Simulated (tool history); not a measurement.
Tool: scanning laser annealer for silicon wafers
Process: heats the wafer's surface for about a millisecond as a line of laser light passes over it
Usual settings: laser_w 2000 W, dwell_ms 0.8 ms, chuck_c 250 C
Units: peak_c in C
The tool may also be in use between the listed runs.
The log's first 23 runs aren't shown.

{"run": 24, "hour": 335.5, "laser_w": 2000, "dwell_ms": 0.836, "chuck_c": 222, "peak_c": 1041}
{"run": 25, "hour": 354.1, "laser_w": 1797, "dwell_ms": 0.816, "chuck_c": 268, "peak_c": 989}
{"run": 26, "hour": 373.0, "laser_w": 2021, "dwell_ms": 0.8, "chuck_c": 284, "peak_c": 1096}
{"run": 27, "hour": 390.0, "laser_w": 2021, "dwell_ms": 0.8, "chuck_c": 284, "peak_c": 1096}
{"run": 28, "hour": 408.2, "laser_w": 1912, "dwell_ms": 0.712, "chuck_c": 252, "peak_c": 977}
{"run": 29, "hour": 420.7, "laser_w": 2000, "dwell_ms": 0.624, "chuck_c": 250, "peak_c": 966}
{"run": 30, "hour": 429.5, "laser_w": 2000, "dwell_ms": 0.8, "chuck_c": 214, "peak_c": 1018}
{"run": 31, "hour": 448.5, "laser_w": 2000, "dwell_ms": 0.8, "chuck_c": 214, "peak_c": 1014}
{"run": 32, "hour": 462.3, "laser_w": 2067, "dwell_ms": 0.671, "chuck_c": 214, "peak_c": 975}
{"run": 33, "hour": 471.6, "laser_w": 1922, "dwell_ms": 0.61, "chuck_c": 214, "peak_c": 890}
{"hour": 478.3, "done": "window over the wafer cleaned"}
{"run": 34, "hour": 484.6, "laser_w": 2000, "dwell_ms": 0.977, "chuck_c": 250, "peak_c": 1145}
{"run": 35, "hour": 501.8, "laser_w": 1740, "dwell_ms": 0.8, "chuck_c": 218, "peak_c": 924}
{"run": 36, "hour": 512.9, "laser_w": 1927, "dwell_ms": 0.8, "chuck_c": 250, "peak_c": 1031}
{"run": 37, "hour": 532.0, "laser_w": 1927, "dwell_ms": 0.8, "chuck_c": 250, "peak_c": 1033}
{"run": 38, "hour": 546.6, "laser_w": 2132, "dwell_ms": 0.778, "chuck_c": 250, "peak_c": 1107}
{"run": 39, "hour": 560.2, "laser_w": 2132, "dwell_ms": 0.778, "chuck_c": 250, "peak_c": 1108}
{"run": 40, "hour": 576.2, "laser_w": 2132, "dwell_ms": 0.911, "chuck_c": 258, "peak_c": 1182}
{"run": 41, "hour": 590.0, "laser_w": 2083, "dwell_ms": 0.871, "chuck_c": 262, "peak_c": 1146}

3 ways to go on from here, each from the tool as it stands after run 41. What would each give?
{"run": "A", "hour": 607.2, "laser_w": 1735, "dwell_ms": 0.981, "chuck_c": 232, "peak_c": "?"}
{"run": "B", "hour": 607.2, "laser_w": 2000, "dwell_ms": 0.663, "chuck_c": 250, "peak_c": "?"}
{"run": "C", "hour": 607.2, "laser_w": 2000, "dwell_ms": 0.922, "chuck_c": 250, "peak_c": "?"}

run=A peak_c=1002
run=B peak_c=997
run=C peak_c=1116
Without the tool's hidden state the same runs would have given:
run=A peak_c=1008
run=B peak_c=1004
run=C peak_c=1123

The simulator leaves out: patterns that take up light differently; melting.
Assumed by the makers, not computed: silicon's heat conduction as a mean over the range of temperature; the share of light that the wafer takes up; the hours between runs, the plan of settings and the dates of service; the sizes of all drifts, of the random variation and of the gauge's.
